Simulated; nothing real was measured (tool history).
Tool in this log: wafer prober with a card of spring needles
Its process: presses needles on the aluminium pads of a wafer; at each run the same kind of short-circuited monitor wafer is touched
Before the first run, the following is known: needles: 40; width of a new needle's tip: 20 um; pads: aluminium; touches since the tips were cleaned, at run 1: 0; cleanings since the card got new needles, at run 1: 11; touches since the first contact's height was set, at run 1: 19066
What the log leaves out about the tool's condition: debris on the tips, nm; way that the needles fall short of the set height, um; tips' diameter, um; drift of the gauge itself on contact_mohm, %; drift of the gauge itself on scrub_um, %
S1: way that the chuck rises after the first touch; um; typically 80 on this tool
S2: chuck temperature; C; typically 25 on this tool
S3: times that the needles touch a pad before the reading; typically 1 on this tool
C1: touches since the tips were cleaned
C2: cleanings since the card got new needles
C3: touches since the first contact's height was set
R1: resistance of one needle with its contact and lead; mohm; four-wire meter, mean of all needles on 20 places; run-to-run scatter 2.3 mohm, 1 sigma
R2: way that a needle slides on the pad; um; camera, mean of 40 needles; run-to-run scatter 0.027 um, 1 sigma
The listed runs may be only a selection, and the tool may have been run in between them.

| run | day | S1 | S2 | S3 | C1 | C2 | C3 | R1 | R2 |
|---|---|---|---|---|---|---|---|---|---|
| 1 | 0 | 80 | 25 | 1 | 0 | 11 | 19066 | 262 | 19.15 |
| 2 | 0.429 | 80 | 25 | 1 | 3792 | 11 | 22858 | 323 | 19.17 |
| 3 | 0.771 | 80 | 25 | 1 | 6790 | 11 | 25856 | 340 | 19.17 |
|  | 1.033 | tips cleaned on abrasive film |
| 4 | 1.158 | 80 | 25 | 1 | 1115 | 12 | 29230 | 288 | 19.11 |
| 5 | 1.446 | 80 | 25 | 1 | 3631 | 12 | 31746 | 317 | 19.11 |
| 6 | 1.671 | 80 | 25 | 1 | 5638 | 12 | 33753 | 335 | 19.08 |
|  | 2.071 | tips cleaned on abrasive film |
| 7 | 2.175 | 80 | 48 | 1 | 921 | 13 | 38130 | 282 | 19.05 |
| 8 | 2.646 | 80 | 48 | 1 | 5069 | 13 | 42278 | 333 | 19.09 |
|  | 3.083 | tips cleaned on abrasive film |
| 9 | 3.117 | 80 | 25 | 1 | 294 | 14 | 46395 | 274 | 19.07 |
| 10 | 3.442 | 82 | 25 | 1 | 3156 | 14 | 49257 | 313 | 19.57 |
| 11 | 3.879 | 82 | 25 | 1 | 7006 | 14 | 53107 | 340 | 19.52 |
|  | 4.112 | tips cleaned on abrasive film |
| 12 | 4.412 | 82 | 25 | 1 | 2615 | 15 | 57750 | 305 | 19.48 |
| 13 | 4.767 | 82 | 25 | 1 | 5755 | 15 | 60890 | 332 | 19.54 |
| 14 | 5.104 | 82 | 25 | 1 | 8715 | 15 | 63850 | 344 | 19.54 |
|  | 5.133 | tips cleaned on abrasive film |
| 15 | 5.375 | 82 | 74 | 1 | 2120 | 16 | 66189 | 310 | 19.52 |
| 16 | 5.879 | 82 | 74 | 1 | 6550 | 16 | 70619 | 345 | 19.49 |
|  | 6.171 | tips cleaned on abrasive film |
| 17 | 6.212 | 80 | 34 | 1 | 374 | 17 | 73539 | 277 | 18.95 |
| 18 | 6.558 | 66 | 30 | 1 | 3423 | 17 | 76588 | 344 | 15.6 |
| 19 | 6.971 | 60 | 25 | 1 | 7025 | 17 | 80190 | 404 | 14.2 |
|  | 7.217 | tips cleaned on abrasive film |
| 20 | 7.321 | 98 | 103 | 1 | 951 | 18 | 83264 | 297 | 23.24 |
| 21 | 7.788 | 80 | 82 | 1 | 5050 | 18 | 87363 | 340 | 18.93 |
| 22 | 8.121 | 80 | 82 | 1 | 7971 | 18 | 90284 | 359 | 18.92 |
|  | 8.25 | tips cleaned on abrasive film |
|  | 8.304 | height of the first contact set anew |
| 23 | 8.671 | 94 | 82 | 2 | 3594 | 19 | 3204 | 297 | 22.54 |
| 24 | 9.129 | 94 | 82 | 2 | 7617 | 19 | 7227 | 313 | 22.54 |
|  | 9.296 | tips cleaned on abrasive film |
| 25 | 9.604 | 93 | 33 | 1 | 2709 | 20 | 11387 | 295 | 22.31 |
| 26 | 9.933 | 79 | 25 | 1 | 5602 | 20 | 14280 | 336 | 18.92 |
|  | 10.329 | tips cleaned on abrasive film |
| 27 | 10.462 | 79 | 25 | 1 | 1170 | 21 | 18895 | 291 | 18.88 |
| 28 | 10.683 | 79 | 25 | 1 | 3124 | 21 | 20849 | 316 | 18.92 |
| 29 | 11.133 | 79 | 25 | 1 | 7079 | 21 | 24804 | 342 | 18.91 |
|  | 11.362 | tips cleaned on abrasive film |
| 30 | 11.379 | 79 | 25 | 1 | 141 | 22 | 26942 | 269 | 18.88 |
| 31 | 11.892 | 79 | 25 | 1 | 4644 | 22 | 31445 | 327 | 18.86 |
| 32 | 12.175 | 60 | 50 | 3 | 7136 | 22 | 33937 | 317 | 14.37 |
|  | 12.388 | tips cleaned on abrasive film |
| 33 | 12.529 | 90 | 50 | 1 | 1253 | 23 | 37040 | 293 | 21.49 |
| 34 | 13.029 | 97 | 25 | 1 | 5632 | 23 | 41419 | 316 | 23.19 |

Consider 5 possible next runs. They are alternatives, not a sequence: every one starts from the tool as it was left by run 34. What does each give?
| A | 13.262 | 97 | 58 | 1 | 7687 | 23 | 43474 | ? | ? |
| B | 13.262 | 80 | 93 | 1 | 7687 | 23 | 43474 | ? | ? |
| C | 13.262 | 80 | 73 | 1 | 7687 | 23 | 43474 | ? | ? |
| D | 13.262 | 97 | 120 | 1 | 7687 | 23 | 43474 | ? | ? |
| E | 13.262 | 80 | 44 | 1 | 7687 | 23 | 43474 | ? | ? |

| run | R1 | R2 |
|---|---|---|
| A | 329 | 23.16 |
| B | 356 | 19.12 |
| C | 353 | 19.08 |
| D | 334 | 23.1 |
| E | 352 | 19.09 |
Without the tool's hidden state the same runs would have given:
| run | R1 | R2 |
|---|---|---|
| A | 270 | 23.28 |
| B | 278 | 19.23 |
| C | 272 | 19.19 |
| D | 281 | 23.22 |
| E | 267 | 19.2 |
